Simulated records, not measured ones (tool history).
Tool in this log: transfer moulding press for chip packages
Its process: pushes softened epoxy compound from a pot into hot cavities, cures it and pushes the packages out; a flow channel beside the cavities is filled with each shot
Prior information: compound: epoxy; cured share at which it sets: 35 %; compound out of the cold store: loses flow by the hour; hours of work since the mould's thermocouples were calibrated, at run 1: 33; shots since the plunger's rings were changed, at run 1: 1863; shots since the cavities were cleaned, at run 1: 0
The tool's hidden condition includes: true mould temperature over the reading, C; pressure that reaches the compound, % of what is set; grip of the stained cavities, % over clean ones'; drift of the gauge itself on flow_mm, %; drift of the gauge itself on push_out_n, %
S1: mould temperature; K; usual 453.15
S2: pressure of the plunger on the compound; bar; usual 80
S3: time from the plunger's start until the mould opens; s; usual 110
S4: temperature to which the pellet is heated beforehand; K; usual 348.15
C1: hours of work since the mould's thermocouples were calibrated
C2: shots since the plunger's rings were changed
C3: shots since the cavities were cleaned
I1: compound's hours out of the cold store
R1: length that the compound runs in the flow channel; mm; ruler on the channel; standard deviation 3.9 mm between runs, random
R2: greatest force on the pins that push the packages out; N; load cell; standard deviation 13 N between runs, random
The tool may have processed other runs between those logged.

run   hour      S1    S2   S3      S4   C1    C2   C3    I1   R1    R2
  1      0  453.15    80  110  348.15   33  1863    0  43.9  620   566
  2    7.5  453.15    80  110  348.15   38  1943   80  44.9  620   645
  3   15.5  453.15    80  110  348.15   43  2029  166  31.5  651   694
  4   22.6  453.15    80  110  348.15   48  2105  242  23.5  667   730
  5   26.5  453.15    80  110  346.15   51  2146  283  13.8  701   769
  6   33.2  453.15    80  110  346.15   55  2219  356  47.7  615   769
  7   38.1  453.15    80  110  346.15   58  2270  407  30.6  656   785
  8   46.7  446.15    80  110  346.15   64  2363  500  29.2  663  1339
  9   53.5  446.15    80  110  346.15   68  2435  572  19.2  694  1293
 10   62.2  446.15    80  110  346.15   74  2528  665  18.1  698  1408
 11   66.9  446.15    80  110  346.15   77  2578  715  11.4  713  1472
 12     75  446.15    80  110  346.15   82  2666  803  47.9  622  1266
      80.6  -- cavities cleaned with cleaning compound and waxed
 13   85.4  446.15    80  121  357.15   88  2760   51  15.2  707   819
 14   90.7  457.15  61.6  110  348.15   91  2818  109  36.9  548   553
 15   97.1  453.15  60.6  148  348.15   96  2886  177  36.7  548   513
 16  101.8  449.15  91.4  113  355.15   99  2936  227  46.4  653   815
 17  105.8  452.15  88.6  101  355.15  101  2979  270  23.2  699   888
 18  114.2  452.15  88.6  101  355.15  107  3069  360  43.4  648   909
 19    119  452.15  88.6  101  355.15  110  3120  411  41.1  650   947
 20  127.5  446.15  60.6  110  348.15  115  3211  502  24.2  589  1249
 21  134.8  461.15  82.6   92  348.15  120  3289  580  24.3  660   792
 22  141.4  461.15  82.6   92  348.15  125  3360  651  38.5  626   792
 23  150.6  461.15  82.6   92  348.15  131  3458  749  42.9  607   812

What if the next run were any one of these 5? Each begins from the tool's condition after run 23:
  A  155.7  453.15  88.4  114  349.15  134  3512  803  41.5   ?   ?
  B  155.7  453.15    80  149  356.15  134  3512  803  36.4   ?   ?
  C  155.7  460.15  66.6  115  348.15  134  3512  803   9.6   ?   ?
  D  155.7  453.15  74.8  110  349.15  134  3512  803  40.8   ?   ?
  E  155.7  445.15  64.9   92  348.15  134  3512  803  31.4   ?   ?

run   R1    R2
  A  648   816
  B  615   664
  C  622   696
  D  595   876
  E  589  2103
The same runs, with their run-to-run variation unchanged, on a tool lacking any hidden condition would have given:
run   R1    R2
  A  682   538
  B  648   444
  C  655   462
  D  626   579
  E  620  1389
